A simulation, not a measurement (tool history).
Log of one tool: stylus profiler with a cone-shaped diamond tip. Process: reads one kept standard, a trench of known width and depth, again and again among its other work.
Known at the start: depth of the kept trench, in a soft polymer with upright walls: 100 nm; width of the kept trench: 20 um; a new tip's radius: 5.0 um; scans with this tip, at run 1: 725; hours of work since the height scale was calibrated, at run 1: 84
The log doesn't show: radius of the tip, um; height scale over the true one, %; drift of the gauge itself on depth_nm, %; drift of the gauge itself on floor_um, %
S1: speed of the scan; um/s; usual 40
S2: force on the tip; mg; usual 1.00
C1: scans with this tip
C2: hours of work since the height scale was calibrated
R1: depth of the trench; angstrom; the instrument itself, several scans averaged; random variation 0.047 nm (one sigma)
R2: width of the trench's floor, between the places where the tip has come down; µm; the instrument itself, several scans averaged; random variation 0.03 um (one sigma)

run 1 hour=0.0 | S1=40 S2=1.00 | C1=725 C2=84 | R1=1008.7 R2=17.87
run 2 hour=13.6 | S1=40 S2=0.79 | C1=779 C2=90 | R1=1007.5 R2=17.82
run 3 hour=23.9 | S1=12 S2=0.79 | C1=819 C2=95 | R1=1006.4 R2=17.87
run 4 hour=40.9 | S1=12 S2=0.79 | C1=886 C2=102 | R1=1006.8 R2=17.86
run 5 hour=53.0 | S1=12 S2=0.79 | C1=934 C2=108 | R1=1007.7 R2=17.89
run 6 hour=67.5 | S1=12 S2=0.79 | C1=992 C2=115 | R1=1007.6 R2=17.86
run 7 hour=80.8 | S1=12 S2=0.79 | C1=1044 C2=121 | R1=1007.3 R2=17.86
run 8 hour=94.8 | S1=104 S2=0.37 | C1=1099 C2=127 | R1=1004.8 R2=17.41
-- hour=96.4 height scale calibrated on a step standard
run 9 hour=110.3 | S1=104 S2=0.37 | C1=1158 C2=6 | R1=1005.2 R2=17.38
run 10 hour=120.3 | S1=13 S2=1.16 | C1=1197 C2=11 | R1=1009.6 R2=17.88
run 11 hour=140.3 | S1=20 S2=1.00 | C1=1276 C2=20 | R1=1009.0 R2=17.83
run 12 hour=150.0 | S1=119 S2=1.00 | C1=1315 C2=24 | R1=1009.6 R2=17.50

4 ways to go on from here, each from the tool as it stands after run 12. What would each give?
run A hour=160.4 | S1=118 S2=1.00 | C1=1356 C2=29 | R1=? R2=?
run B hour=160.4 | S1=78 S2=0.51 | C1=1356 C2=29 | R1=? R2=?
run C hour=160.4 | S1=120 S2=0.40 | C1=1356 C2=29 | R1=? R2=?
run D hour=160.4 | S1=158 S2=1.41 | C1=1356 C2=29 | R1=? R2=?

run=A R1=1009.3 R2=17.53
run=B R1=1005.7 R2=17.55
run=C R1=1005.1 R2=17.34
run=D R1=1010.3 R2=17.44
Without the tool's hidden state the same runs would have given:
run=A R1=1007.8 R2=17.67
run=B R1=1004.1 R2=17.68
run=C R1=1003.5 R2=17.48
run=D R1=1008.7 R2=17.57
